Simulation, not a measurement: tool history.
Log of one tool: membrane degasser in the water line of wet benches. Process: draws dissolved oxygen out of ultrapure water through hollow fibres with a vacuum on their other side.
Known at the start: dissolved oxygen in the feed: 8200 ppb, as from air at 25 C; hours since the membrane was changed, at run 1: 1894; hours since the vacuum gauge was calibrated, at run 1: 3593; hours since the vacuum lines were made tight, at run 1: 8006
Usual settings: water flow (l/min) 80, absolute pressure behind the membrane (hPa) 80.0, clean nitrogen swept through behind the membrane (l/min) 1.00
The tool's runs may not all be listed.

run    hour  water flow (l/min)  absolute pressure behind the membrane (hPa)  clean nitrogen swept through behind the membrane (l/min)  hours since the membrane was changed  hours since the vacuum gauge was calibrated  hours since the vacuum lines were made tight  dissolved oxygen in the water behind the degasser (ppb)  pressure that the water loses in the fibres (hPa)
  1     0.0                  80                                         80.0                                                      1.00                                  1894                                         3593                                          8006                                                    634.8                                              482.8
  2    95.2                  75                                         80.0                                                      1.00                                  1989                                         3688                                          8102                                                    608.0                                              454.5
  3   199.2                  80                                         80.0                                                      1.00                                  2093                                         3792                                          8206                                                    635.6                                              481.0
  4   257.7                  80                                         80.0                                                      1.00                                  2152                                         3851                                          8264                                                    637.5                                              479.8
  5   328.8                  80                                         80.0                                                      1.00                                  2223                                         3922                                          8335                                                    631.6                                              485.6
  6   413.9                  80                                         80.0                                                      2.96                                  2308                                         4007                                          8420                                                    291.1                                              480.7
  7   498.5                  89                                         80.0                                                      1.00                                  2392                                         4092                                          8505                                                    683.1                                              532.7
  8   613.3                  80                                         80.0                                                      1.00                                  2507                                         4207                                          8620                                                    636.6                                              482.1
  9   725.9                  80                                         80.0                                                      1.00                                  2620                                         4319                                          8732                                                    633.4                                              481.2
 10   798.7                  87                                         96.5                                                      0.55                                  2693                                         4392                                          8805                                                   1215.5                                              527.0
 11   887.3                  80                                         80.0                                                      0.74                                  2781                                         4481                                          8894                                                    766.1                                              483.9
 12   977.0                 104                                         57.3                                                      2.17                                  2871                                         4570                                          8983                                                    269.0                                              630.0
 13  1089.4                 104                                         57.3                                                      2.17                                  2983                                         4683                                          9096                                                    266.5                                              627.7
     1110.4  -- seals of the vacuum lines changed
 14  1147.6                 104                                         57.3                                                      2.17                                  3040                                         4739                                            37                                                    268.1                                              629.4
 15  1212.6                 104                                         57.3                                                      2.17                                  3105                                         4804                                           102                                                    268.9                                              629.8
 16  1323.3                 104                                         57.3                                                      2.17                                  3215                                         4915                                           213                                                    271.8                                              632.2

Hidden state or all else? Some run-to-run changes of dissolved oxygen in the water behind the degasser (ppb), split into what the settings, what came in and random variation would give without the hidden state, and what is left for the hidden state (with any gauge scatter that isn't in both results):
The hidden state here: membrane still open, %; true pressure behind the membrane over the reading, kPa; air that leaks in behind the membrane, l/min; drift of the gauge itself on oxygen_ppb, %; drift of the gauge itself on loss_of_pressure_kpa, %.
Run 6 -> 7: water flow (l/min) 80 -> 89, clean nitrogen swept through behind the membrane (l/min) 2.96 -> 1.00. dissolved oxygen in the water behind the degasser (ppb) +392.0: hidden state +10.0, all else +382.0.
Run 9 -> 10: water flow (l/min) 80 -> 87, absolute pressure behind the membrane (hPa) 80.0 -> 96.5, clean nitrogen swept through behind the membrane (l/min) 1.00 -> 0.55. dissolved oxygen in the water behind the degasser (ppb) +582.1: hidden state -3.0, all else +585.1.

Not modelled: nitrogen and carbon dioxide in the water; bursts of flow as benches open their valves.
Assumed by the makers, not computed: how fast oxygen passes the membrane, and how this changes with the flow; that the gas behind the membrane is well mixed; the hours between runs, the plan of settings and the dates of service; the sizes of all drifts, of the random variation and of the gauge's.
